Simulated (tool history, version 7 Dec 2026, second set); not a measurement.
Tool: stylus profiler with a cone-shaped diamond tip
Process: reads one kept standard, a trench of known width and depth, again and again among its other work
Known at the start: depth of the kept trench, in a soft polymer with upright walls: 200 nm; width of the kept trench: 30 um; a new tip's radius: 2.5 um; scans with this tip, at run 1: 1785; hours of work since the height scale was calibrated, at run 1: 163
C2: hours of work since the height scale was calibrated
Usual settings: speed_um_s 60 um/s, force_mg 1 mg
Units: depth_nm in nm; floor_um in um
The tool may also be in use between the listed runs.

run 1 hour=0 | speed_um_s=60 force_mg=1 | scans_with_this_tip=1785 C2=163 | depth_nm=201.3 floor_um=27.61
run 2 hour=33.7 | speed_um_s=129 force_mg=1 | scans_with_this_tip=1938 C2=177 | depth_nm=201.34 floor_um=27.17
run 3 hour=53 | speed_um_s=60 force_mg=1 | scans_with_this_tip=2025 C2=185 | depth_nm=201.23 floor_um=27.61
run 4 hour=73.2 | speed_um_s=60 force_mg=1 | scans_with_this_tip=2116 C2=193 | depth_nm=201.34 floor_um=27.59
run 5 hour=98.2 | speed_um_s=60 force_mg=1 | scans_with_this_tip=2229 C2=203 | depth_nm=201.16 floor_um=27.62
run 6 hour=125.1 | speed_um_s=60 force_mg=1 | scans_with_this_tip=2350 C2=214 | depth_nm=201.18 floor_um=27.58
run 7 hour=164.8 | speed_um_s=60 force_mg=1 | scans_with_this_tip=2530 C2=231 | depth_nm=201.28 floor_um=27.62
run 8 hour=184.2 | speed_um_s=60 force_mg=1 | scans_with_this_tip=2618 C2=239 | depth_nm=201.25 floor_um=27.59
run 9 hour=208.3 | speed_um_s=60 force_mg=1 | scans_with_this_tip=2726 C2=249 | depth_nm=201.1 floor_um=27.6
run 10 hour=230.4 | speed_um_s=60 force_mg=1.5 | scans_with_this_tip=2826 C2=258 | depth_nm=201.93 floor_um=27.61
run 11 hour=256.5 | speed_um_s=60 force_mg=1.5 | scans_with_this_tip=2944 C2=268 | depth_nm=201.75 floor_um=27.58
run 12 hour=281.1 | speed_um_s=60 force_mg=1.5 | scans_with_this_tip=3055 C2=279 | depth_nm=201.74 floor_um=27.62
run 13 hour=316.5 | speed_um_s=60 force_mg=1 | scans_with_this_tip=3215 C2=293 | depth_nm=201.51 floor_um=27.52
run 14 hour=343.1 | speed_um_s=60 force_mg=1 | scans_with_this_tip=3336 C2=304 | depth_nm=201.26 floor_um=27.51
run 15 hour=378.4 | speed_um_s=60 force_mg=1 | scans_with_this_tip=3495 C2=319 | depth_nm=201.49 floor_um=27.57
run 16 hour=419.6 | speed_um_s=60 force_mg=1 | scans_with_this_tip=3681 C2=336 | depth_nm=201.35 floor_um=27.57
run 17 hour=448.4 | speed_um_s=60 force_mg=1 | scans_with_this_tip=3811 C2=348 | depth_nm=201.45 floor_um=27.52
run 18 hour=481.7 | speed_um_s=60 force_mg=1 | scans_with_this_tip=3962 C2=361 | depth_nm=201.4 floor_um=27.55
run 19 hour=523.3 | speed_um_s=60 force_mg=1 | scans_with_this_tip=4150 C2=378 | depth_nm=201.46 floor_um=27.52
run 20 hour=548.6 | speed_um_s=120 force_mg=1 | scans_with_this_tip=4264 C2=389 | depth_nm=201.31 floor_um=27.11
run 21 hour=574.5 | speed_um_s=120 force_mg=1 | scans_with_this_tip=4381 C2=399 | depth_nm=201.62 floor_um=27.09
run 22 hour=606.5 | speed_um_s=120 force_mg=1 | scans_with_this_tip=4525 C2=413 | depth_nm=201.46 floor_um=27.12
run 23 hour=629.2 | speed_um_s=60 force_mg=1.13 | scans_with_this_tip=4628 C2=422 | depth_nm=201.6 floor_um=27.53
run 24 hour=670 | speed_um_s=60 force_mg=1.13 | scans_with_this_tip=4812 C2=439 | depth_nm=201.53 floor_um=27.55
run 25 hour=699.3 | speed_um_s=80 force_mg=2.64 | scans_with_this_tip=4945 C2=451 | depth_nm=202.52 floor_um=27.56
run 26 hour=722 | speed_um_s=60 force_mg=0.47 | scans_with_this_tip=5047 C2=460 | depth_nm=201.13 floor_um=27.29
run 27 hour=739.3 | speed_um_s=21 force_mg=1.53 | scans_with_this_tip=5126 C2=467 | depth_nm=202.02 floor_um=27.75
run 28 hour=771.8 | speed_um_s=21 force_mg=1.53 | scans_with_this_tip=5272 C2=481 | depth_nm=201.76 floor_um=27.82
run 29 hour=806.3 | speed_um_s=26 force_mg=1 | scans_with_this_tip=5428 C2=495 | depth_nm=201.4 floor_um=27.67
-- hour=809.7 height scale calibrated on a step standard
run 30 hour=850 | speed_um_s=26 force_mg=1 | scans_with_this_tip=5624 C2=17 | depth_nm=201.52 floor_um=27.71
run 31 hour=886.2 | speed_um_s=169 force_mg=0.46 | scans_with_this_tip=5787 C2=32 | depth_nm=201.14 floor_um=26.28
run 32 hour=929.5 | speed_um_s=169 force_mg=0.46 | scans_with_this_tip=5982 C2=49 | depth_nm=200.98 floor_um=26.27
run 33 hour=953.5 | speed_um_s=59 force_mg=1.98 | scans_with_this_tip=6091 C2=59 | depth_nm=202.41 floor_um=27.56
-- hour=978.5 height scale calibrated on a step standard, once more
run 34 hour=982.7 | speed_um_s=53 force_mg=1.16 | scans_with_this_tip=6220 C2=2 | depth_nm=201.17 floor_um=27.54
run 35 hour=1012.7 | speed_um_s=51 force_mg=1.48 | scans_with_this_tip=6356 C2=14 | depth_nm=201.55 floor_um=27.59
run 36 hour=1040.4 | speed_um_s=30 force_mg=0.58 | scans_with_this_tip=6482 C2=26 | depth_nm=200.83 floor_um=27.58
run 37 hour=1077.6 | speed_um_s=30 force_mg=0.58 | scans_with_this_tip=6650 C2=41 | depth_nm=200.85 floor_um=27.55
run 38 hour=1095.5 | speed_um_s=108 force_mg=0.52 | scans_with_this_tip=6730 C2=48 | depth_nm=200.66 floor_um=26.85
run 39 hour=1125.3 | speed_um_s=34 force_mg=2.14 | scans_with_this_tip=6865 C2=61 | depth_nm=201.99 floor_um=27.67
run 40 hour=1168.6 | speed_um_s=34 force_mg=2.14 | scans_with_this_tip=7061 C2=78 | depth_nm=201.93 floor_um=27.72
run 41 hour=1195.3 | speed_um_s=73 force_mg=1.08 | scans_with_this_tip=7181 C2=89 | depth_nm=201.38 floor_um=27.38
run 42 hour=1223.7 | speed_um_s=218 force_mg=1 | scans_with_this_tip=7310 C2=101 | depth_nm=201.33 floor_um=26.41
run 43 hour=1255.6 | speed_um_s=140 force_mg=0.74 | scans_with_this_tip=7454 C2=114 | depth_nm=200.91 floor_um=26.77
run 44 hour=1278.8 | speed_um_s=50 force_mg=2.01 | scans_with_this_tip=7558 C2=124 | depth_nm=202.06 floor_um=27.59
run 45 hour=1315 | speed_um_s=65 force_mg=1.44 | scans_with_this_tip=7722 C2=139 | depth_nm=201.53 floor_um=27.54
run 46 hour=1357 | speed_um_s=29 force_mg=1.27 | scans_with_this_tip=7912 C2=156 | depth_nm=201.52 floor_um=27.61
run 47 hour=1380.6 | speed_um_s=29 force_mg=0.84 | scans_with_this_tip=8018 C2=166 | depth_nm=201.06 floor_um=27.62

Forecast each of these 3 alternatives for the next run:
run A hour=1407.4 | speed_um_s=103 force_mg=0.84 | scans_with_this_tip=8140 C2=177 | depth_nm=? floor_um=?
run B hour=1407.4 | speed_um_s=69 force_mg=0.9 | scans_with_this_tip=8140 C2=177 | depth_nm=? floor_um=?
run C hour=1407.4 | speed_um_s=51 force_mg=2.15 | scans_with_this_tip=8140 C2=177 | depth_nm=? floor_um=?

run=A depth_nm=201.28 floor_um=27.09
run=B depth_nm=201.29 floor_um=27.32
run=C depth_nm=201.99 floor_um=27.55
Without the tool's hidden state the same runs would have given:
run=A depth_nm=201.2 floor_um=27.35
run=B depth_nm=201.21 floor_um=27.58
run=C depth_nm=201.92 floor_um=27.8
